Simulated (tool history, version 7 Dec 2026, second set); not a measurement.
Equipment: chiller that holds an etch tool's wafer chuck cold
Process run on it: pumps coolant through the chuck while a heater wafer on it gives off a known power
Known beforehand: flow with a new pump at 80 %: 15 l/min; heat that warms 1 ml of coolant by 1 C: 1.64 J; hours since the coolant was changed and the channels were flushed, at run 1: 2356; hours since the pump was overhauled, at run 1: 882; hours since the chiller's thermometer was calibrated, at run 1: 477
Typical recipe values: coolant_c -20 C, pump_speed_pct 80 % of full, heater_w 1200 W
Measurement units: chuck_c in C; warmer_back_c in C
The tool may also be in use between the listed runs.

run   hour  coolant_c  pump_speed_pct  heater_w  hours since the coolant was changed and the channels were flushed  hours since the pump was overhauled  hours since the chiller's thermometer was calibrated  chuck_c  warmer_back_c
  1    0.0        -20              80      1200                                                               2356                                  882                                                   477    -11.9           3.07
  2   27.1        -20              80      1200                                                               2383                                  909                                                   505    -12.0           3.02
  3   43.0        -20             100      1200                                                               2399                                  925                                                   520    -13.0           2.40
  4   59.2        -20             100      1200                                                               2415                                  941                                                   537    -13.1           2.34
  5   88.8        -20             100      1200                                                               2445                                  970                                                   566    -12.9           2.41
  6  113.8        -20              80       641                                                               2470                                  995                                                   591    -15.7           1.62
  7  134.1        -20              80       641                                                               2490                                 1016                                                   612    -15.7           1.57
  8  153.1        -20              80       641                                                               2509                                 1035                                                   631    -15.7           1.62
  9  171.2        -29              80      1200                                                               2527                                 1053                                                   649    -21.0           3.00
 10  201.3        -20              84      1200                                                               2558                                 1083                                                   679    -12.2           2.83
     209.2  -- coolant pump overhauled
 11  232.0        -20              84      1200                                                               2583                                   23                                                   704    -12.2           2.83
 12  262.2        -20              80      1200                                                               2613                                   53                                                   735    -11.9           2.98
 13  291.6        -20              80      1200                                                               2643                                   82                                                   764    -11.9           3.04
 14  322.8        -12              80      1200                                                               2674                                  114                                                   795     -3.9           3.02
 15  349.9        -12              80      1200                                                               2701                                  141                                                   822     -3.8           3.09
 16  382.2        -20              80      1200                                                               2733                                  173                                                   855    -12.0           3.03
 17  398.5        -20              80      1200                                                               2750                                  189                                                   871    -11.7           2.92
     412.9  -- coolant pump overhauled, once more
 18  427.5        -11              85       820                                                               2774                                   15                                                   895     -5.8           1.82
 19  458.3        -16              91       644                                                               2804                                   45                                                   926    -12.1           1.36
 20  478.7        -14              71       633                                                               2825                                   66                                                   946     -9.5           1.80
 21  503.2        -16              66       920                                                               2849                                   90                                                   971     -9.2           2.84
 22  519.7        -28              78      1098                                                               2866                                  107                                                   987    -20.7           2.80
 23  549.3        -20              86       748                                                               2895                                  136                                                  1017    -15.2           1.70
 24  575.0        -20              86       748                                                               2921                                  162                                                  1042    -15.2           1.71
 25  589.2        -20              86       748                                                               2935                                  176                                                  1057    -15.3           1.69
 26  610.6        -20              86       748                                                               2957                                  198                                                  1078    -15.0           1.74
 27  638.8        -29              68      1200                                                               2985                                  226                                                  1106    -20.0           3.56
 28  657.8        -15              68       984                                                               3004                                  245                                                  1125     -7.6           2.88
 29  678.3        -15              68       984                                                               3025                                  265                                                  1146     -7.9           2.88
 30  692.2        -24              91       770                                                               3038                                  279                                                  1160    -19.2           1.65
 31  724.9        -24              91       770                                                               3071                                  312                                                  1192    -19.2           1.64
 32  758.3        -19              68      1038                                                               3104                                  345                                                  1226    -11.2           3.02
 33  777.5        -21              65       801                                                               3124                                  365                                                  1245    -15.0           2.44

Across each entry between runs, compare the hidden state at the last listed run before it with the hidden state at the first listed run after it:
After run 10, before run 11: coolant pump overhauled (hour 209.2)
  heat passed by the chuck's channels, % of clean ones': 92.7 -> 92.6; flow at a given pump speed, % of a new pump's: 97.5 -> 96.7
  the result without the hidden state subtracted from the measured one, chuck_c: +0.6 -> +0.5 C; warmer_back_c: +0.07 -> +0.09 C
After run 17, before run 18: coolant pump overhauled, once more (hour 412.9)
  flow at a given pump speed, % of a new pump's: 96.5 -> 99
  the result without the hidden state subtracted from the measured one, chuck_c: +0.6 -> +0.3 C; warmer_back_c: +0.11 -> +0.02 C

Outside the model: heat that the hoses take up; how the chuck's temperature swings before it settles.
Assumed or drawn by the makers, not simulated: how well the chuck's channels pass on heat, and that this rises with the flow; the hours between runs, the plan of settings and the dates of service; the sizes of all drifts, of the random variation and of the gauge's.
